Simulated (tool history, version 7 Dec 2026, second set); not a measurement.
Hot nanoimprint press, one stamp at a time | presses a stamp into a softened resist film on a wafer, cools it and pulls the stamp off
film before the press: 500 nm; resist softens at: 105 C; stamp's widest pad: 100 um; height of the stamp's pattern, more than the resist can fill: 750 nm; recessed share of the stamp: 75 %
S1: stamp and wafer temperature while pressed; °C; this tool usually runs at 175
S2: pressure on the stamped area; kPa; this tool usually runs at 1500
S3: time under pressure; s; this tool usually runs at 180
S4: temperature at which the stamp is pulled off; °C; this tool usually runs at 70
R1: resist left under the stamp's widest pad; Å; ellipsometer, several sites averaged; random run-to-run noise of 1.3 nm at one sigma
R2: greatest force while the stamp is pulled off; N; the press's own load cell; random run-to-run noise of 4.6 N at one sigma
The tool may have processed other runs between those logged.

run 1 hour=0.0 | S1=175 S2=1500 S3=180 S4=70 | R1=1979 R2=354
run 2 hour=4.2 | S1=175 S2=1500 S3=180 S4=70 | R1=1973 R2=355
run 3 hour=11.9 | S1=175 S2=1500 S3=180 S4=55 | R1=2010 R2=424
run 4 hour=17.8 | S1=175 S2=1500 S3=180 S4=61 | R1=1960 R2=393
run 5 hour=23.8 | S1=175 S2=1500 S3=180 S4=70 | R1=1973 R2=342
run 6 hour=28.1 | S1=175 S2=1500 S3=180 S4=70 | R1=1975 R2=354
run 7 hour=34.3 | S1=175 S2=1500 S3=180 S4=70 | R1=1959 R2=350
run 8 hour=43.5 | S1=175 S2=1500 S3=338 S4=70 | R1=1546 R2=355
run 9 hour=50.8 | S1=175 S2=1500 S3=338 S4=70 | R1=1558 R2=357
run 10 hour=57.7 | S1=175 S2=1500 S3=338 S4=70 | R1=1558 R2=370
run 11 hour=66.1 | S1=175 S2=1500 S3=338 S4=70 | R1=1570 R2=371
run 12 hour=71.9 | S1=175 S2=1500 S3=180 S4=70 | R1=1999 R2=371
run 13 hour=81.5 | S1=175 S2=1500 S3=180 S4=70 | R1=1986 R2=376
-- hour=92.9 stamp cleaned and given a new release coat
run 14 hour=93.5 | S1=175 S2=1500 S3=180 S4=70 | R1=1991 R2=223
run 15 hour=100.7 | S1=175 S2=1500 S3=103 S4=70 | R1=2407 R2=234
run 16 hour=108.7 | S1=175 S2=1500 S3=103 S4=70 | R1=2401 R2=234
run 17 hour=118.3 | S1=179 S2=1500 S3=103 S4=71 | R1=2141 R2=227
run 18 hour=122.8 | S1=179 S2=1310 S3=231 S4=71 | R1=1724 R2=229
run 19 hour=126.9 | S1=174 S2=930 S3=154 S4=71 | R1=2740 R2=233
run 20 hour=135.5 | S1=174 S2=930 S3=154 S4=71 | R1=2734 R2=240
run 21 hour=142.8 | S1=175 S2=1960 S3=180 S4=75 | R1=1734 R2=223
run 22 hour=150.6 | S1=175 S2=1960 S3=235 S4=58 | R1=1572 R2=274
run 23 hour=157.7 | S1=175 S2=1960 S3=235 S4=58 | R1=1572 R2=287
run 24 hour=164.2 | S1=174 S2=2000 S3=97 S4=76 | R1=2222 R2=220
run 25 hour=169.6 | S1=175 S2=1500 S3=310 S4=72 | R1=1625 R2=239
run 26 hour=176.7 | S1=164 S2=1220 S3=115 S4=72 | R1=3487 R2=240
run 27 hour=182.1 | S1=172 S2=1910 S3=245 S4=65 | R1=1729 R2=268
run 28 hour=186.8 | S1=168 S2=1500 S3=115 S4=70 | R1=2877 R2=250
run 29 hour=191.2 | S1=179 S2=1500 S3=106 S4=75 | R1=2178 R2=232

Forecast each of these 3 alternatives for the next run:
run A hour=198.6 | S1=170 S2=990 S3=91 S4=70 | R1=? R2=?
run B hour=198.6 | S1=179 S2=1500 S3=106 S4=74 | R1=? R2=?
run C hour=198.6 | S1=175 S2=1840 S3=102 S4=69 | R1=? R2=?

run=A R1=3381 R2=255
run=B R1=2155 R2=231
run=C R1=2236 R2=258
With no hidden state in the tool, these same runs would have given:
run=A R1=3334 R2=229
run=B R1=2107 R2=206
run=C R1=2180 R2=231
